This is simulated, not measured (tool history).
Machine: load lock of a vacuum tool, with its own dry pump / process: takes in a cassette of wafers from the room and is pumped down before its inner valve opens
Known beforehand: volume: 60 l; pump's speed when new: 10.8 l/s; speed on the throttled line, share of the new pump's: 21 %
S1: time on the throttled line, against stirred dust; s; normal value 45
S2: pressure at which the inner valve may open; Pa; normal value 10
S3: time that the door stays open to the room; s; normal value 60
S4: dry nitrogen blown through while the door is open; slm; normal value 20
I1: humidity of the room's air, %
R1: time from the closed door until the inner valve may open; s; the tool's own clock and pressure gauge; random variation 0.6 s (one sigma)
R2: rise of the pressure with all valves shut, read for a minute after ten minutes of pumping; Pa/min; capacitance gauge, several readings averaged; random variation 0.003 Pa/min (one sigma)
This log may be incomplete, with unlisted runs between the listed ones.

{"run": 1, "hour": 0.0, "S1": 45, "S2": 10, "S3": 60, "S4": 20, "I1": 40.1, "R1": 86.7, "R2": 0.037}
{"run": 2, "hour": 92.4, "S1": 45, "S2": 10, "S3": 60, "S4": 20, "I1": 44.8, "R1": 86.5, "R2": 0.039}
{"run": 3, "hour": 156.6, "S1": 45, "S2": 10, "S3": 60, "S4": 20, "I1": 43.9, "R1": 86.8, "R2": 0.04}
{"run": 4, "hour": 259.8, "S1": 45, "S2": 10, "S3": 60, "S4": 20, "I1": 44.1, "R1": 87.9, "R2": 0.039}
{"run": 5, "hour": 356.4, "S1": 45, "S2": 10, "S3": 60, "S4": 20, "I1": 45.3, "R1": 86.6, "R2": 0.045}
{"run": 6, "hour": 410.8, "S1": 45, "S2": 10, "S3": 60, "S4": 20, "I1": 45.0, "R1": 86.6, "R2": 0.045}
{"run": 7, "hour": 483.5, "S1": 45, "S2": 10, "S3": 60, "S4": 20, "I1": 44.9, "R1": 86.1, "R2": 0.042}
{"run": 8, "hour": 573.8, "S1": 45, "S2": 10, "S3": 60, "S4": 20, "I1": 41.1, "R1": 86.3, "R2": 0.044}
{"run": 9, "hour": 666.0, "S1": 45, "S2": 10, "S3": 60, "S4": 20, "I1": 42.3, "R1": 86.6, "R2": 0.039}
{"run": 10, "hour": 741.8, "S1": 45, "S2": 10, "S3": 60, "S4": 20, "I1": 46.5, "R1": 87.1, "R2": 0.04}
{"run": 11, "hour": 826.0, "S1": 45, "S2": 10, "S3": 53, "S4": 20, "I1": 46.0, "R1": 87.7, "R2": 0.048}
{"run": 12, "hour": 888.1, "S1": 71, "S2": 10, "S3": 60, "S4": 20, "I1": 46.5, "R1": 106.9, "R2": 0.041}
{"run": 13, "hour": 984.0, "S1": 71, "S2": 10, "S3": 60, "S4": 20, "I1": 43.9, "R1": 106.7, "R2": 0.039}
{"run": 14, "hour": 1077.3, "S1": 45, "S2": 9, "S3": 60, "S4": 20, "I1": 42.8, "R1": 88.0, "R2": 0.038}
{"run": 15, "hour": 1134.7, "S1": 84, "S2": 10, "S3": 60, "S4": 32, "I1": 46.4, "R1": 117.1, "R2": 0.036}
{"run": 16, "hour": 1178.0, "S1": 38, "S2": 10, "S3": 60, "S4": 32, "I1": 47.5, "R1": 81.4, "R2": 0.036}
{"run": 17, "hour": 1280.3, "S1": 45, "S2": 19, "S3": 97, "S4": 4, "I1": 42.7, "R1": 84.0, "R2": 0.072}
{"run": 18, "hour": 1370.5, "S1": 45, "S2": 19, "S3": 97, "S4": 4, "I1": 46.3, "R1": 83.8, "R2": 0.075}
{"run": 19, "hour": 1439.4, "S1": 45, "S2": 10, "S3": 97, "S4": 4, "I1": 45.9, "R1": 85.7, "R2": 0.079}
{"run": 20, "hour": 1520.8, "S1": 65, "S2": 16, "S3": 80, "S4": 7, "I1": 44.2, "R1": 100.3, "R2": 0.063}
{"run": 21, "hour": 1625.5, "S1": 47, "S2": 10, "S3": 60, "S4": 17, "I1": 44.5, "R1": 89.0, "R2": 0.046}
{"run": 22, "hour": 1714.9, "S1": 47, "S2": 13, "S3": 60, "S4": 17, "I1": 45.1, "R1": 87.2, "R2": 0.043}
{"run": 23, "hour": 1760.9, "S1": 80, "S2": 13, "S3": 114, "S4": 12, "I1": 43.9, "R1": 114.1, "R2": 0.068}
{"run": 24, "hour": 1846.2, "S1": 80, "S2": 13, "S3": 114, "S4": 12, "I1": 45.8, "R1": 114.4, "R2": 0.069}
{"run": 25, "hour": 1918.4, "S1": 80, "S2": 13, "S3": 114, "S4": 12, "I1": 46.2, "R1": 113.6, "R2": 0.076}

Predict each of these 4 candidate next runs independently; none follows another, all start after run 25:
{"run": "A", "hour": 1996.9, "S1": 26, "S2": 9, "S3": 114, "S4": 8, "I1": 44.9, "R1": "?", "R2": "?"}
{"run": "B", "hour": 1996.9, "S1": 68, "S2": 9, "S3": 25, "S4": 20, "I1": 45.7, "R1": "?", "R2": "?"}
{"run": "C", "hour": 1996.9, "S1": 45, "S2": 9, "S3": 108, "S4": 25, "I1": 41.3, "R1": "?", "R2": "?"}
{"run": "D", "hour": 1996.9, "S1": 45, "S2": 12, "S3": 60, "S4": 20, "I1": 45.5, "R1": "?", "R2": "?"}

run=A R1=73.1 R2=0.077
run=B R1=106.3 R2=0.031
run=C R1=88.1 R2=0.050
run=D R1=86.3 R2=0.043
With the hidden condition removed and each run's random variation left untouched, the same runs would have given:
run=A R1=73.1 R2=0.077
run=B R1=106.3 R2=0.031
run=C R1=88.1 R2=0.050
run=D R1=86.3 R2=0.043
